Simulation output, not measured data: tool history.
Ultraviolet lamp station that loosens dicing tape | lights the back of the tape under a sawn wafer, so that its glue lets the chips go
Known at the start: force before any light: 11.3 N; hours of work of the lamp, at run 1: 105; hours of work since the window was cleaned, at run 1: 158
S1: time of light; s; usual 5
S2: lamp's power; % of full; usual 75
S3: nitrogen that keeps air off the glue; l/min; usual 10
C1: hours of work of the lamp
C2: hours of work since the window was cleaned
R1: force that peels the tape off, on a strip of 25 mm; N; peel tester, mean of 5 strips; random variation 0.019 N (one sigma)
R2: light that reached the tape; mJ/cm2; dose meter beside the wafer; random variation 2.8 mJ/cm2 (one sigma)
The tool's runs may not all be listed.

run	hour	S1	S2	S3	C1	C2	R1	R2
1	0.0	5	75	10	105	158	1.274	335
2	9.5	5	75	10	109	163	1.267	335
3	15.5	5	75	10	112	165	1.251	331
4	21.4	5	75	10	114	168	1.284	334
5	27.6	5	75	10	117	171	1.302	330
6	37.5	5	75	10	122	175	1.281	333
7	42.5	5	75	8	124	177	1.539	323
8	51.8	5	75	8	128	181	1.569	328
9	61.7	5	75	8	132	186	1.573	326
10	66.4	5	75	10	135	188	1.326	324
11	74.7	2	75	10	138	192	4.658	129
12	79.3	5	75	10	140	194	1.383	322
13	90.3	5	75	4	145	199	2.620	317
14	99.9	5	75	4	150	203	2.662	313
15	109.5	5	75	4	154	207	2.658	317
16	118.4	5	75	4	158	211	2.671	315
17	123.4	5	75	4	160	214	2.658	319
18	131.2	5	75	4	164	217	2.639	313
19	141.3	5	75	4	168	222	2.644	315
20	146.4	5	75	4	170	224	2.741	308
21	153.8	5	75	4	174	227	2.672	309
22	162.6	5	66	10	178	231	1.836	274
23	168.6	6	63	4	180	234	2.643	306
24	179.4	3	64	4	185	239	5.544	155
25	188.9	5	77	9	189	243	1.560	308
26	198.8	4	64	4	194	247	4.260	207
# hour 199.9: window cleaned of glue's vapour
27	206.2	5	70	10	197	3	1.876	264
28	215.5	5	70	10	201	7	1.988	264
29	225.5	5	70	10	206	11	1.965	261
# hour 231.7: window cleaned of glue's vapour, once more
30	231.8	5	89	10	208	0	0.859	403
31	240.0	3	75	3	212	4	4.856	202
32	245.1	3	75	3	214	6	5.066	201
33	254.4	8	72	8	218	10	0.583	515
34	262.5	7	67	10	222	14	0.778	413
35	270.6	7	67	10	225	17	0.798	415
36	280.9	7	67	10	230	22	0.806	411
37	291.1	7	67	10	235	27	0.822	412
38	299.7	5	75	10	239	30	1.325	326
39	306.6	5	75	10	242	34	1.300	322
40	316.9	10	63	11	246	38	0.398	546
41	325.7	10	63	4	250	42	1.025	540
42	334.3	5	63	10	254	46	1.841	266
43	340.9	5	75	8	257	49	1.582	318
44	347.4	5	75	8	260	52	1.646	317

3 ways to go on from here, each from the tool as it stands after run 44. What would each give?
A	357.2	5	75	3	264	56	?	?
B	357.2	3	75	3	264	56	?	?
C	357.2	7	75	5	264	56	?	?

run	R1	R2
A	3.084	318
B	5.258	188
C	1.255	440
Without the tool's hidden state the same runs would have given:
run	R1	R2
A	2.298	393
B	4.381	232
C	0.799	544

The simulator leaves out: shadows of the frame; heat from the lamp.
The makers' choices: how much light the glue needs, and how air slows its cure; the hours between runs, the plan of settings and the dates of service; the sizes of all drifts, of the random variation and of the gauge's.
